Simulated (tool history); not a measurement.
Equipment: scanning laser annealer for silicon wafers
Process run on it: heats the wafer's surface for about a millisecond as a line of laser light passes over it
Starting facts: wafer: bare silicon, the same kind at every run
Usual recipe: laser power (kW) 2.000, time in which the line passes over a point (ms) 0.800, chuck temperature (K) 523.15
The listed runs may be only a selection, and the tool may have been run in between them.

| run | hour | laser power (kW) | time in which the line passes over a point (ms) | chuck temperature (K) | highest temperature of the surface (K) |
|---|---|---|---|---|---|
| 1 | 0.0 | 2.000 | 0.800 | 523.15 | 1223.15 |
| 2 | 51.7 | 2.000 | 0.800 | 523.15 | 1224.15 |
| 3 | 107.3 | 2.000 | 0.800 | 523.15 | 1225.15 |
| 4 | 144.1 | 2.000 | 0.779 | 523.15 | 1217.15 |
| 5 | 207.5 | 2.000 | 0.779 | 523.15 | 1216.15 |
|  | 228.9 | window over the wafer cleaned |
| 6 | 279.3 | 2.000 | 0.779 | 523.15 | 1215.15 |
| 7 | 313.9 | 2.000 | 0.743 | 523.15 | 1200.15 |
| 8 | 375.8 | 2.000 | 0.743 | 523.15 | 1200.15 |
| 9 | 437.6 | 2.082 | 0.800 | 523.15 | 1252.15 |
| 10 | 467.3 | 2.082 | 0.800 | 523.15 | 1259.15 |
| 11 | 496.7 | 2.082 | 0.800 | 523.15 | 1259.15 |
| 12 | 540.7 | 2.082 | 0.800 | 511.15 | 1246.15 |
| 13 | 582.5 | 2.082 | 0.800 | 511.15 | 1247.15 |
| 14 | 650.5 | 2.082 | 0.800 | 511.15 | 1248.15 |
| 15 | 715.5 | 2.082 | 0.695 | 556.15 | 1244.15 |
| 16 | 746.7 | 2.082 | 0.695 | 556.15 | 1245.15 |
| 17 | 804.9 | 1.860 | 0.695 | 539.15 | 1145.15 |
| 18 | 855.9 | 1.860 | 0.695 | 539.15 | 1145.15 |

Run 19 comes next. What will it give?
| 19 | 891.0 | 2.001 | 0.656 | 483.15 | ? |

{"run 19": {"highest temperature of the surface (K)": 1123.15}}
With the hidden condition absent and the run-to-run variation left alone, this run would have shown highest temperature of the surface (K) 1124.15.
